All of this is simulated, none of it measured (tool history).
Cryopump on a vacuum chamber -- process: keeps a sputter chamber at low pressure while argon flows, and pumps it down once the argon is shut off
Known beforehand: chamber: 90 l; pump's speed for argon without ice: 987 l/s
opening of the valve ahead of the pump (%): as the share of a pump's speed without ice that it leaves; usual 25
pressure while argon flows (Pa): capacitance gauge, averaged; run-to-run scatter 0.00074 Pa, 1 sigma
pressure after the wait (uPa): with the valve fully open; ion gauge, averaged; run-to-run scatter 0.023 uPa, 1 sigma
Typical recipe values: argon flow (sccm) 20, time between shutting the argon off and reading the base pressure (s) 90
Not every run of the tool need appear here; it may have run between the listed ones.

run,hour,argon flow (sccm),time between shutting the argon off and reading the base pressure (s),opening of the valve ahead of the pump (%),pressure while argon flows (Pa),pressure after the wait (uPa)
1,0,20,90,25,0.1412,1.44
2,25.4,20,24,25,0.1419,2.92
3,59.5,20,90,42,0.0868,1.47
4,99.7,20,90,25,0.1438,1.51
5,125.1,20,90,37,0.0989,1.54
6,158.8,20,90,37,0.1005,1.63
7,178.6,20,90,37,0.0989,1.65
8,222.7,20,90,37,0.1014,0.88
9,245,20,90,37,0.1032,0.95
10,273.5,20,90,25,0.1482,0.93
11,314.9,20,42,25,0.1488,1.56
12,358.2,20,42,25,0.1499,1.59
13,391.3,20,42,58,0.0729,1.59
14,417.2,20,42,58,0.0742,1.66
15,449.8,20,42,58,0.0599,1.41
16,488.5,20,42,58,0.0613,1.53
17,528.6,20,90,25,0.1387,0.89
18,556.9,20,90,33,0.1068,0.95
19,590.6,20,90,33,0.1072,1.01
20,635.8,20,90,30,0.12,0.99
21,662.5,35,80,39,0.1621,1.1
22,681.3,37,30,52,0.1317,2.01
23,707.4,13,30,18,0.1263,2.08
24,737,10,30,18,0.0974,2.06
25,780.9,11,126,25,0.0794,0.94
26,800.5,13,90,15,0.154,1.13
27,829.7,20,35,17,0.2116,1.96
28,873.5,20,52,55,0.0729,1.5
29,914,20,52,55,0.0748,1.57
30,950.7,20,52,55,0.0743,1.61
31,982.5,20,52,55,0.0769,1.62
32,1023.5,20,52,40,0.1008,1.68
33,1066,20,52,49,0.0709,1.46
34,1107.9,13,46,57,0.0408,1.56
35,1144.8,32,165,34,0.1664,0.9

Withheld: 3 entries from between the runs. Position of each, and hidden state at the listed run before versus the listed run after:
Logged between run 7 and run 8: leaking fittings of the chamber tightened, without venting (hour 222.6)
  pump's speed, % of a pump's without ice: 82.7 -> 80.5; cold plate's temperature, K: 13.03 -> 13.05; leak into the chamber, uPa l/s: 897 -> 311
  measured less the result without the state, pressure while argon flows (Pa): +0.0079 -> +0.0092; pressure after the wait (uPa): +0.83 -> +0.09
Logged between run 14 and run 15: pump warmed up, emptied and cooled again (hour 447.8)
  pump's speed, % of a pump's without ice: 70.8 -> 99.8; cold plate's temperature, K: 13.13 -> 13.15; leak into the chamber, uPa l/s: 367 -> 375
  measured less the result without the state, pressure while argon flows (Pa): +0.0152 -> +0.0009; pressure after the wait (uPa): +0.24 -> +0.09
Logged between run 32 and run 33: pump warmed up, emptied and cooled again (hour 1058.4)
  pump's speed, % of a pump's without ice: 71.1 -> 99.3; cold plate's temperature, K: 13.39 -> 13.41; leak into the chamber, uPa l/s: 542 -> 553
  measured less the result without the state, pressure while argon flows (Pa): +0.0154 -> +0.0013; pressure after the wait (uPa): +0.49 -> +0.28
